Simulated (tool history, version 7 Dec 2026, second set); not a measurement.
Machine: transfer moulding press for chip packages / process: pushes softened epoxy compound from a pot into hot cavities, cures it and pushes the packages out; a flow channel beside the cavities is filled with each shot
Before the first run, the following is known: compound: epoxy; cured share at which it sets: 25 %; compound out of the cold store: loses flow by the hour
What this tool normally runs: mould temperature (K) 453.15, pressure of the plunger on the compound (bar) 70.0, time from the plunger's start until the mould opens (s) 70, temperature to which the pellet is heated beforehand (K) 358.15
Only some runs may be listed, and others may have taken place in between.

run   hour  mould temperature (K)  pressure of the plunger on the compound (bar)  time from the plunger's start until the mould opens (s)  temperature to which the pellet is heated beforehand (K)  incoming compound's hours out of the cold store  length that the compound runs in the flow channel (mm)  greatest force on the pins that push the packages out (N)
  1    0.0                 453.15                                           70.0                                                       70                                                    358.15                                             18.5                                                     944                                                        445
  2    5.6                 453.15                                           70.0                                                       70                                                    358.15                                             29.2                                                     917                                                        484
  3   12.5                 453.15                                           70.0                                                       70                                                    358.15                                             34.7                                                     885                                                        512
  4   17.4                 453.15                                           70.0                                                       70                                                    358.15                                             22.8                                                     938                                                        569
  5   25.5                 453.15                                           70.0                                                      109                                                    358.15                                             46.5                                                     839                                                        494
  6   36.2                 453.15                                           70.0                                                      109                                                    358.15                                             35.0                                                     885                                                        547
  7   41.3                 453.15                                           70.0                                                       70                                                    358.15                                             47.6                                                     826                                                        665
  8   45.9                 453.15                                           70.0                                                       70                                                    358.15                                             19.8                                                     941                                                        733
  9   53.3                 453.15                                           73.2                                                       70                                                    358.15                                             18.1                                                     979                                                        759
 10   60.5                 453.15                                           73.2                                                       70                                                    358.15                                             23.5                                                     940                                                        780
 11   66.1                 453.15                                           73.2                                                       70                                                    358.15                                             12.2                                                     994                                                        810
 12   72.6                 453.15                                           73.2                                                       70                                                    358.15                                             35.8                                                     887                                                        801
 13   82.6                 453.15                                           70.0                                                       70                                                    358.15                                             20.9                                                     928                                                        833
 14   89.4                 452.15                                           70.0                                                       70                                                    358.15                                             19.9                                                     929                                                        882
      93.5  -- cavities cleaned with cleaning compound and waxed
 15  100.8                 453.15                                           70.0                                                       70                                                    358.15                                             19.0                                                     933                                                        508
 16  110.8                 447.15                                           72.3                                                       62                                                    355.15                                             27.4                                                     934                                                       1045
 17  115.1                 447.15                                           72.3                                                       62                                                    355.15                                             32.8                                                     917                                                       1114
 18  125.1                 447.15                                           72.3                                                       62                                                    355.15                                             44.6                                                     862                                                       1200
 19  129.7                 458.15                                           85.8                                                      107                                                    355.15                                             22.0                                                    1003                                                        528
 20  134.7                 453.15                                           70.0                                                       90                                                    363.15                                             16.8                                                     936                                                        589
 21  144.4                 454.15                                           65.8                                                       65                                                    358.15                                             34.0                                                     827                                                        762
 22  154.8                 454.15                                           65.8                                                       65                                                    358.15                                             46.0                                                     788                                                        782
 23  165.1                 452.15                                           70.0                                                       71                                                    358.15                                             16.5                                                     927                                                        852
 24  172.1                 452.15                                           70.0                                                       71                                                    358.15                                             27.1                                                     873                                                        843
 25  177.9                 448.15                                           55.1                                                       70                                                    358.15                                             19.2                                                     827                                                       1178
 26  185.3                 457.15                                           83.7                                                       76                                                    368.15                                             14.6                                                    1005                                                        680
     187.7  -- cavities cleaned with cleaning compound and waxed
 27  197.6                 457.15                                           83.7                                                       76                                                    368.15                                             14.7                                                     989                                                        430
 28  208.1                 457.15                                           83.7                                                       76                                                    368.15                                             37.0                                                     880                                                        489
 29  216.7                 453.15                                           70.0                                                       81                                                    353.15                                             23.9                                                     888                                                        555

A few steps of length that the compound runs in the flow channel (mm) between consecutive runs. Split each: what settings, incoming material and random variation would produce without the hidden state, and what is left over for the hidden state, along with gauge scatter present in only one of the two compared results (measured, and without hidden state):
The tool's hidden condition here consists of: true mould temperature over the reading, C; pressure that reaches the compound, % of what is set; grip of the stained cavities, % over clean ones'; drift of the gauge itself on flow_mm, %; drift of the gauge itself on push_out_n, %.
Run 18 -> 19: mould temperature (K) 447.15 -> 458.15, pressure of the plunger on the compound (bar) 72.3 -> 85.8, time from the plunger's start until the mould opens (s) 62 -> 107. length that the compound runs in the flow channel (mm) +141: hidden state -12, all else +153.
Run 25 -> 26: mould temperature (K) 448.15 -> 457.15, pressure of the plunger on the compound (bar) 55.1 -> 83.7, time from the plunger's start until the mould opens (s) 70 -> 76, temperature to which the pellet is heated beforehand (K) 358.15 -> 368.15. length that the compound runs in the flow channel (mm) +178: hidden state -17, all else +195.
